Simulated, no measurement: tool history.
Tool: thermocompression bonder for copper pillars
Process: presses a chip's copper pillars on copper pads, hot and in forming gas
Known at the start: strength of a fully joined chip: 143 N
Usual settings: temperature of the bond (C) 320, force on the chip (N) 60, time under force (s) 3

run,hour,temperature of the bond (C),force on the chip (N),time under force (s),force that shears a chip off (N)
1,0,320,60,3,104.6
2,54,320,60,2,94.8
3,121.9,320,60,2,94.9
4,161.3,320,60,6,118
5,208.3,320,60,3,102.7
# hour 232.6: heater calibrated with a thermocouple chip
# hour 259.8: forming gas filter changed
6,275.6,320,60,3,108.2
7,342,320,60,3,105.9
8,395,293,65,4,104
9,456,320,60,6,119.5
# hour 483.9: force cell calibrated
10,514.7,320,60,6,116.6
11,584.8,320,60,6,117.2
12,634.3,338,60,3,108.5
# hour 704.9: forming gas filter changed
13,706,338,60,3,115.5
14,742.9,338,60,3,115.1

Measured less the same run without the tool's hidden state. The same run-to-run variation is in both; the gauge's scatter may not be:
The hidden state here: true temperature of the bond over the reading, C; force that reaches the chip, % of what is set; oxide that the forming gas leaves, % of the face; drift of the gauge itself on shear_n, %.
run,force that shears a chip off (N)
1,+1.8
2,+1.9
3,+1.3
4,-1.8
5,-0.3
6,+3.7
7,+3.1
8,+2.8
9,+0.6
10,-3.1
11,-4.1
12,-4.1
13,+2.1
14,+1.7
